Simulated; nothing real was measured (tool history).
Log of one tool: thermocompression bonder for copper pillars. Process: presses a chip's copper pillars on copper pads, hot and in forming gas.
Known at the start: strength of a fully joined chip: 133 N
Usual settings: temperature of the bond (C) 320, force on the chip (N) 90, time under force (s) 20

run,hour,temperature of the bond (C),force on the chip (N),time under force (s),force that shears a chip off (N)
1,0,320,90,20,61.4
2,28.5,320,90,20,61.1
3,76.8,320,90,20,60.8
4,117.9,306,90,20,52.1
5,158.4,320,90,20,61.4
6,191.1,341,90,20,75.4
# hour 229.4: heater calibrated with a thermocouple chip
7,229.4,320,90,20,61.3
8,264,312,90,20,54.7
9,310.2,312,90,20,56.2
10,342.9,312,90,20,55.6
11,385.4,312,90,20,55
12,406,320,90,20,60.6
13,448.5,320,90,20,59.8
14,473.9,320,90,20,60.7
# hour 476.4: forming gas filter changed
15,497.8,320,90,20,60.4
16,520.9,320,90,20,60
17,570.3,320,90,20,60.4
18,616.6,320,90,20,60.9
19,663.6,320,90,20,61
20,703.2,320,90,20,61.4
21,731.9,328,131,20,87.8
22,758.7,320,90,14,53.5
23,793.2,320,90,14,52.5
24,836.9,302,79,24,47.2
25,875.6,302,79,24,46.4
26,922,349,88,24,83.1
27,951.6,342,84,20,71.3
28,988.9,333,84,20,65.3
29,1029.7,315,90,40,74
30,1057.2,320,90,44,78.6
31,1079.4,338,55,41,63.2
32,1115.6,304,55,17,29.3
33,1158.8,299,74,17,36.6
# hour 1173.2: forming gas filter changed
34,1207.7,312,90,13,47.5
35,1252.8,340,83,31,80.3
36,1282.6,320,90,16,55.3
37,1326.1,322,90,11,49.9
38,1362.2,322,83,24,61.8
39,1403.4,317,104,14,58.5
40,1434.9,295,107,17,50.7

4 ways to go on from here, each from the tool as it stands after run 40. What would each give?
A,1472.9,320,90,56,?
B,1472.9,294,101,30,?
C,1472.9,337,60,17,?
D,1472.9,320,73,12,?

run,force that shears a chip off (N)
A,85.3
B,58.4
C,47.1
D,42
Without the tool's hidden state the same runs would have given:
run,force that shears a chip off (N)
A,85.2
B,58.3
C,47
D,41.9

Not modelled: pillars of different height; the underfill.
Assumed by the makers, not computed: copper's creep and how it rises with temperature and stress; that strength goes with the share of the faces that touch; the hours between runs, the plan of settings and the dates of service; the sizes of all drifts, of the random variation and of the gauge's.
